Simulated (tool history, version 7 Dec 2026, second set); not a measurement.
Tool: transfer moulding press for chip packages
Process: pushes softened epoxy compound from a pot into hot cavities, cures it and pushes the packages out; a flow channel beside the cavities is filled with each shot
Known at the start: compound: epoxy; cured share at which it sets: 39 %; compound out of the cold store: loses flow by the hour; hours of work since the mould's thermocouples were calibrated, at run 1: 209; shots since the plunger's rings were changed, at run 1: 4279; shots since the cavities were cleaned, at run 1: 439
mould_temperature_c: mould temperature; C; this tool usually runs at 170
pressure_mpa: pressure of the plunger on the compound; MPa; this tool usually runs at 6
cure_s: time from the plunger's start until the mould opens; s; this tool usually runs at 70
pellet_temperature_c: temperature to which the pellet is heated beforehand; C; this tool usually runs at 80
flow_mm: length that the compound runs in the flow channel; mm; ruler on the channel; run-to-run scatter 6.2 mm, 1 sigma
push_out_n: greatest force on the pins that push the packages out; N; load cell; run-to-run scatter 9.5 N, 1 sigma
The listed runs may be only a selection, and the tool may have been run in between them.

| run | day | mould_temperature_c | pressure_mpa | cure_s | pellet_temperature_c | hours of work since the mould's thermocouples were calibrated | shots since the plunger's rings were changed | shots since the cavities were cleaned | incoming compound's hours out of the cold store | flow_mm | push_out_n |
|---|---|---|---|---|---|---|---|---|---|---|---|
| 1 | 0 | 170 | 6 | 70 | 80 | 209 | 4279 | 439 | 19.6 | 645 | 587 |
| 2 | 1.171 | 170 | 6 | 55 | 80 | 220 | 4593 | 753 | 20.6 | 627 | 1143 |
| 3 | 1.783 | 170 | 7.44 | 70 | 80 | 226 | 4757 | 917 | 27.8 | 666 | 623 |
|  | 2.321 | cavities cleaned with cleaning compound and waxed |
| 4 | 2.667 | 170 | 7.44 | 70 | 80 | 235 | 4978 | 93 | 42 | 626 | 446 |
| 5 | 3.9 | 170 | 7.44 | 70 | 80 | 247 | 5308 | 423 | 26.9 | 667 | 559 |
| 6 | 4.888 | 170 | 7.44 | 70 | 80 | 257 | 5573 | 688 | 23.5 | 681 | 601 |
|  | 5.433 | plunger's sealing rings changed |
| 7 | 6.192 | 171 | 6 | 70 | 80 | 269 | 204 | 1010 | 23.1 | 664 | 587 |
|  | 6.383 | cavities cleaned with cleaning compound and waxed |
| 8 | 7.15 | 171 | 6 | 70 | 80 | 278 | 444 | 206 | 29.3 | 638 | 470 |
| 9 | 7.85 | 171 | 6 | 70 | 80 | 285 | 632 | 394 | 9.6 | 706 | 571 |
| 10 | 9.138 | 171 | 6 | 70 | 80 | 298 | 977 | 739 | 23.5 | 651 | 563 |
| 11 | 10.1 | 171 | 6 | 70 | 80 | 308 | 1235 | 997 | 38.1 | 603 | 528 |
|  | 10.296 | cavities cleaned with cleaning compound and waxed |
| 12 | 11.162 | 170 | 6 | 70 | 80 | 318 | 1503 | 232 | 34.6 | 614 | 482 |
| 13 | 11.788 | 170 | 6 | 70 | 76 | 324 | 1671 | 400 | 45.3 | 587 | 530 |
| 14 | 12.608 | 172 | 6 | 70 | 76 | 332 | 1890 | 619 | 37.3 | 608 | 492 |
| 15 | 13.267 | 170 | 6 | 87 | 81 | 339 | 2067 | 796 | 32.6 | 620 | 359 |
| 16 | 13.929 | 170 | 6 | 87 | 81 | 346 | 2245 | 974 | 46 | 568 | 361 |
|  | 14.208 | cavities cleaned with cleaning compound and waxed |
| 17 | 15.288 | 170 | 6 | 87 | 81 | 359 | 2593 | 290 | 23 | 642 | 318 |
| 18 | 16.075 | 170 | 6 | 87 | 81 | 367 | 2804 | 501 | 29.4 | 618 | 325 |
| 19 | 16.704 | 175 | 5.39 | 102 | 82 | 373 | 2973 | 670 | 21.9 | 590 | 276 |
| 20 | 17.592 | 166 | 6.02 | 51 | 80 | 382 | 3210 | 907 | 32.2 | 614 | 1418 |
|  | 18.154 | cavities cleaned with cleaning compound and waxed |
| 21 | 18.221 | 168 | 6.15 | 82 | 88 | 388 | 3363 | 19 | 29.6 | 624 | 280 |
| 22 | 18.988 | 168 | 5.06 | 70 | 80 | 395 | 3568 | 224 | 39 | 543 | 546 |
| 23 | 19.671 | 168 | 5.64 | 101 | 75 | 402 | 3752 | 408 | 15.8 | 649 | 298 |
| 24 | 20.842 | 176 | 6.53 | 70 | 80 | 414 | 4065 | 721 | 15.6 | 672 | 409 |
| 25 | 21.621 | 170 | 6 | 105 | 77 | 422 | 4274 | 930 | 41.5 | 566 | 306 |
|  | 22.062 | cavities cleaned with cleaning compound and waxed |
| 26 | 22.242 | 170 | 6.27 | 70 | 80 | 427 | 4424 | 48 | 30.2 | 611 | 436 |
| 27 | 23.325 | 165 | 6.83 | 74 | 73 | 438 | 4715 | 339 | 28.8 | 664 | 683 |
| 28 | 24.342 | 163 | 5.43 | 60 | 80 | 449 | 4987 | 611 | 17.7 | 620 | 1320 |

3 options for the next run, each taken on its own from the tool as it stands now. Forecast them:
| A | 24.925 | 163 | 6.34 | 67 | 80 | 454 | 5144 | 768 | 33.5 | ? | ? |
| B | 24.925 | 170 | 4.78 | 70 | 82 | 454 | 5144 | 768 | 32.2 | ? | ? |
| C | 24.925 | 168 | 6.73 | 60 | 80 | 454 | 5144 | 768 | 32.5 | ? | ? |

| run | flow_mm | push_out_n |
|---|---|---|
| A | 618 | 1019 |
| B | 540 | 571 |
| C | 639 | 983 |
With no hidden state in the tool, these same runs would have given:
| run | flow_mm | push_out_n |
|---|---|---|
| A | 667 | 706 |
| B | 582 | 404 |
| C | 689 | 680 |
